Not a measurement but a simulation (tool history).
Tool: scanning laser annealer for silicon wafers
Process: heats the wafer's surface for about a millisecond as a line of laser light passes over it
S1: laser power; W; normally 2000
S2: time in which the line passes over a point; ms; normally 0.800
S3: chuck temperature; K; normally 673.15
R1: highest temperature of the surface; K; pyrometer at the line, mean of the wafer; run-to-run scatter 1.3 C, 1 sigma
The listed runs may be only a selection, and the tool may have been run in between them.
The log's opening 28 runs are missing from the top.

| run | hour | S1 | S2 | S3 | R1 |
|---|---|---|---|---|---|
| 29 | 453.5 | 2000 | 0.643 | 661.15 | 1375.15 |
| 30 | 475.1 | 2000 | 0.643 | 661.15 | 1375.15 |
| 31 | 499.2 | 2033 | 0.839 | 673.15 | 1525.15 |
| 32 | 512.8 | 1727 | 0.800 | 673.15 | 1353.15 |
| 33 | 527.0 | 1727 | 0.800 | 673.15 | 1353.15 |
| 34 | 547.9 | 2000 | 0.720 | 695.15 | 1459.15 |
| 35 | 563.0 | 2000 | 0.734 | 648.15 | 1420.15 |
| 36 | 587.1 | 2182 | 0.734 | 678.15 | 1535.15 |
| 37 | 605.0 | 2000 | 0.733 | 689.15 | 1457.15 |
| 38 | 623.7 | 2138 | 0.800 | 713.15 | 1589.15 |
| 39 | 635.2 | 1707 | 0.800 | 666.15 | 1334.15 |
| 40 | 657.3 | 1986 | 0.800 | 677.15 | 1477.15 |
| 41 | 680.6 | 2000 | 0.752 | 709.15 | 1486.15 |

4 options for the next run, each taken on its own from the tool as it stands now. Forecast them:
| A | 697.2 | 2000 | 0.998 | 650.15 | ? |
| B | 697.2 | 2063 | 0.631 | 682.15 | ? |
| C | 697.2 | 1905 | 0.637 | 709.15 | ? |
| D | 697.2 | 2055 | 0.689 | 703.15 | ? |

| run | R1 |
|---|---|
| A | 1568.15 |
| B | 1409.15 |
| C | 1373.15 |
| D | 1467.15 |
Stripped of hidden state, with their random variation kept, the same runs would have yielded:
| run | R1 |
|---|---|
| A | 1577.15 |
| B | 1416.15 |
| C | 1379.15 |
| D | 1474.15 |
